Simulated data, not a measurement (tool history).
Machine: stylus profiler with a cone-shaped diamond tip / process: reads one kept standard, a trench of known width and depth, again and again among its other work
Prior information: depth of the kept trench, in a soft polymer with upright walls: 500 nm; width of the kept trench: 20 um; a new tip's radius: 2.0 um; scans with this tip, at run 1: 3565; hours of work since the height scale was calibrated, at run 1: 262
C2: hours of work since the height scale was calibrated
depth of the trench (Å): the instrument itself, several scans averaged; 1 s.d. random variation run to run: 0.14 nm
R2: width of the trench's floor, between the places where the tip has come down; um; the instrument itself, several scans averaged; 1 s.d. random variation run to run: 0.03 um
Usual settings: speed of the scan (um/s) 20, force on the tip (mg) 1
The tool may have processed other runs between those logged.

{"run": 1, "hour": 0.0, "speed of the scan (um/s)": 20, "force on the tip (mg)": 1, "scans with this tip": 3565, "C2": 262, "depth of the trench (Å)": 5021, "R2": 16.92}
{"run": 2, "hour": 11.4, "speed of the scan (um/s)": 20, "force on the tip (mg)": 1, "scans with this tip": 3630, "C2": 266, "depth of the trench (Å)": 5020.4, "R2": 16.89}
{"run": 3, "hour": 30.9, "speed of the scan (um/s)": 20, "force on the tip (mg)": 1, "scans with this tip": 3740, "C2": 275, "depth of the trench (Å)": 5020.4, "R2": 16.9}
{"run": 4, "hour": 41.5, "speed of the scan (um/s)": 20, "force on the tip (mg)": 1, "scans with this tip": 3801, "C2": 279, "depth of the trench (Å)": 5019.9, "R2": 16.82}
{"run": 5, "hour": 55.8, "speed of the scan (um/s)": 20, "force on the tip (mg)": 1.02, "scans with this tip": 3882, "C2": 285, "depth of the trench (Å)": 5020.7, "R2": 16.86}
{"run": 6, "hour": 69.9, "speed of the scan (um/s)": 20, "force on the tip (mg)": 1.02, "scans with this tip": 3962, "C2": 291, "depth of the trench (Å)": 5020.3, "R2": 16.83}
{"run": 7, "hour": 85.4, "speed of the scan (um/s)": 19, "force on the tip (mg)": 1.02, "scans with this tip": 4051, "C2": 297, "depth of the trench (Å)": 5020.2, "R2": 16.82}
{"run": 8, "hour": 104.4, "speed of the scan (um/s)": 19, "force on the tip (mg)": 1.02, "scans with this tip": 4158, "C2": 305, "depth of the trench (Å)": 5019, "R2": 16.84}
{"run": 9, "hour": 123.6, "speed of the scan (um/s)": 7, "force on the tip (mg)": 1, "scans with this tip": 4268, "C2": 313, "depth of the trench (Å)": 5017, "R2": 16.94}
{"run": 10, "hour": 136.2, "speed of the scan (um/s)": 7, "force on the tip (mg)": 1, "scans with this tip": 4340, "C2": 319, "depth of the trench (Å)": 5020.5, "R2": 16.91}
{"run": 11, "hour": 155.4, "speed of the scan (um/s)": 7, "force on the tip (mg)": 1, "scans with this tip": 4449, "C2": 327, "depth of the trench (Å)": 5020.2, "R2": 16.98}
{"run": 12, "hour": 170.9, "speed of the scan (um/s)": 7, "force on the tip (mg)": 0.33, "scans with this tip": 4537, "C2": 333, "depth of the trench (Å)": 5015, "R2": 16.88}
{"run": 13, "hour": 185.4, "speed of the scan (um/s)": 7, "force on the tip (mg)": 0.62, "scans with this tip": 4619, "C2": 339, "depth of the trench (Å)": 5018.4, "R2": 16.91}
{"run": 14, "hour": 203.3, "speed of the scan (um/s)": 6, "force on the tip (mg)": 1, "scans with this tip": 4721, "C2": 347, "depth of the trench (Å)": 5019.1, "R2": 16.9}
{"run": 15, "hour": 212.3, "speed of the scan (um/s)": 6, "force on the tip (mg)": 1.45, "scans with this tip": 4773, "C2": 350, "depth of the trench (Å)": 5025.9, "R2": 17.02}
{"run": 16, "hour": 225.3, "speed of the scan (um/s)": 9, "force on the tip (mg)": 0.73, "scans with this tip": 4847, "C2": 356, "depth of the trench (Å)": 5016.7, "R2": 16.88}
{"run": 17, "hour": 244.7, "speed of the scan (um/s)": 9, "force on the tip (mg)": 0.73, "scans with this tip": 4957, "C2": 364, "depth of the trench (Å)": 5018, "R2": 16.91}
{"run": 18, "hour": 255.8, "speed of the scan (um/s)": 9, "force on the tip (mg)": 0.73, "scans with this tip": 5020, "C2": 369, "depth of the trench (Å)": 5016.8, "R2": 16.86}
{"run": 19, "hour": 272.5, "speed of the scan (um/s)": 9, "force on the tip (mg)": 0.73, "scans with this tip": 5115, "C2": 375, "depth of the trench (Å)": 5017, "R2": 16.83}
{"run": 20, "hour": 290.9, "speed of the scan (um/s)": 53, "force on the tip (mg)": 2.78, "scans with this tip": 5220, "C2": 383, "depth of the trench (Å)": 5036.9, "R2": 16.64}
{"run": 21, "hour": 308.5, "speed of the scan (um/s)": 36, "force on the tip (mg)": 1.29, "scans with this tip": 5320, "C2": 391, "depth of the trench (Å)": 5022.7, "R2": 16.67}
{"run": 22, "hour": 326.0, "speed of the scan (um/s)": 61, "force on the tip (mg)": 0.44, "scans with this tip": 5419, "C2": 398, "depth of the trench (Å)": 5010.9, "R2": 16.16}
{"run": 23, "hour": 342.3, "speed of the scan (um/s)": 61, "force on the tip (mg)": 0.44, "scans with this tip": 5512, "C2": 405, "depth of the trench (Å)": 5010.9, "R2": 16.02}
{"run": 24, "hour": 354.2, "speed of the scan (um/s)": 61, "force on the tip (mg)": 0.44, "scans with this tip": 5580, "C2": 410, "depth of the trench (Å)": 5014.6, "R2": 16.05}
{"run": 25, "hour": 369.3, "speed of the scan (um/s)": 43, "force on the tip (mg)": 0.33, "scans with this tip": 5666, "C2": 416, "depth of the trench (Å)": 5011.7, "R2": 16.2}
{"run": 26, "hour": 388.4, "speed of the scan (um/s)": 24, "force on the tip (mg)": 1.45, "scans with this tip": 5774, "C2": 424, "depth of the trench (Å)": 5024.7, "R2": 16.69}
{"run": 27, "hour": 400.5, "speed of the scan (um/s)": 24, "force on the tip (mg)": 1.45, "scans with this tip": 5843, "C2": 429, "depth of the trench (Å)": 5025.9, "R2": 16.66}
{"run": 28, "hour": 417.9, "speed of the scan (um/s)": 32, "force on the tip (mg)": 0.46, "scans with this tip": 5942, "C2": 436, "depth of the trench (Å)": 5015.6, "R2": 16.43}

A few steps of depth of the trench (Å) between consecutive runs. Split each: what settings, incoming material and random variation would produce without the hidden state, and what is left over for the hidden state, along with gauge scatter present in only one of the two compared results (measured, and without hidden state):
Hidden conditions of the tool in this case: radius of the tip, um; height scale over the true one, %; drift of the gauge itself on depth_nm, %; drift of the gauge itself on floor_um, %.
Run 16 -> 17: settings left as they were, no log entry in between. depth of the trench (Å) +1.3: hidden state +0.2, all else +1.1.
Run 19 -> 20: speed of the scan (um/s) 9 -> 53, force on the tip (mg) 0.73 -> 2.78. depth of the trench (Å) +19.9: hidden state +0.2, all else +19.7.
Run 20 -> 21: speed of the scan (um/s) 53 -> 36, force on the tip (mg) 2.78 -> 1.29. depth of the trench (Å) -14.2: hidden state +0, all else -14.2.

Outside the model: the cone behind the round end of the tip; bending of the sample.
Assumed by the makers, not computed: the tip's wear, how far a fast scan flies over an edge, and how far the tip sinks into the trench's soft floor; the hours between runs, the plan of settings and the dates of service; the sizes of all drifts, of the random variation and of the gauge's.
